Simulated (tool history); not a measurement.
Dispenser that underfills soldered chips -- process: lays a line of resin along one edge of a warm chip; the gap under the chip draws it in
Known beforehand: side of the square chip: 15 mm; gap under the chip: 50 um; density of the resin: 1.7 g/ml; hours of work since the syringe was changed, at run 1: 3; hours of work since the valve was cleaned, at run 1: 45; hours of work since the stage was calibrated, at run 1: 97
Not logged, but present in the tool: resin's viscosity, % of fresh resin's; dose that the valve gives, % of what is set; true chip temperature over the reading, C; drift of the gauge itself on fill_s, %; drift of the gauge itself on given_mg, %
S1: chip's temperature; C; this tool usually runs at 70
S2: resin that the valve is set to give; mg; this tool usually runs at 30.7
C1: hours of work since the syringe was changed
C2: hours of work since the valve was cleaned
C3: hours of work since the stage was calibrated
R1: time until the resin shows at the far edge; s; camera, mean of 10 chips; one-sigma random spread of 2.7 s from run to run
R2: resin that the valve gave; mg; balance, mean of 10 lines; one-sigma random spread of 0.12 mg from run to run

run 1 day=0 | S1=70 S2=30.7 | C1=3 C2=45 C3=97 | R1=295.2 R2=29.44
run 2 day=0.196 | S1=70 S2=34.7 | C1=7 C2=49 C3=100 | R1=326.6 R2=33.15
run 3 day=0.292 | S1=70 S2=30.7 | C1=9 C2=50 C3=102 | R1=351.3 R2=29.54
-- day=0.396 new syringe of resin
run 4 day=0.408 | S1=70 S2=30.7 | C1=0 C2=52 C3=104 | R1=271.1 R2=29.3
-- day=0.542 dispensing valve cleaned and set on the balance
run 5 day=0.55 | S1=70 S2=30.7 | C1=2 C2=0 C3=106 | R1=289 R2=30.84
run 6 day=0.729 | S1=70 S2=37.9 | C1=6 C2=4 C3=110 | R1=306.6 R2=37.9
run 7 day=0.929 | S1=65 S2=29 | C1=9 C2=7 C3=113 | R1=452.9 R2=28.71
-- day=1.012 new syringe of resin
run 8 day=1.121 | S1=63 S2=28.4 | C1=2 C2=11 C3=117 | R1=406.9 R2=28.28
run 9 day=1.242 | S1=63 S2=28.4 | C1=4 C2=13 C3=119 | R1=445.7 R2=27.99
run 10 day=1.438 | S1=65 S2=31.8 | C1=8 C2=17 C3=123 | R1=434.2 R2=31.31
run 11 day=1.554 | S1=67 S2=32.5 | C1=10 C2=19 C3=125 | R1=426.3 R2=32.18

Forecast each of these 5 alternatives for the next run:
-- day=1.575 new syringe of resin
run A day=1.683 | S1=67 S2=30.7 | C1=2 C2=21 C3=127 | R1=? R2=?
-- day=1.575 new syringe of resin
run B day=1.683 | S1=57 S2=26.8 | C1=2 C2=21 C3=127 | R1=? R2=?
-- day=1.575 new syringe of resin
run C day=1.683 | S1=83 S2=26.8 | C1=2 C2=21 C3=127 | R1=? R2=?
-- day=1.575 new syringe of resin
run D day=1.683 | S1=56 S2=38 | C1=2 C2=21 C3=127 | R1=? R2=?
-- day=1.575 new syringe of resin
run E day=1.683 | S1=80 S2=34.1 | C1=2 C2=21 C3=127 | R1=? R2=?

run=A R1=326.6 R2=30.24
run=B R1=560 R2=26.35
run=C R1=158.7 R2=26.46
run=D R1=561.7 R2=37.03
run=E R1=179.6 R2=33.52
Without the tool's unlogged condition, the same runs would have read:
run=A R1=308.2 R2=30.74
run=B R1=527.2 R2=26.78
run=C R1=149.6 R2=26.9
run=D R1=530.4 R2=37.64
run=E R1=169.7 R2=34.07

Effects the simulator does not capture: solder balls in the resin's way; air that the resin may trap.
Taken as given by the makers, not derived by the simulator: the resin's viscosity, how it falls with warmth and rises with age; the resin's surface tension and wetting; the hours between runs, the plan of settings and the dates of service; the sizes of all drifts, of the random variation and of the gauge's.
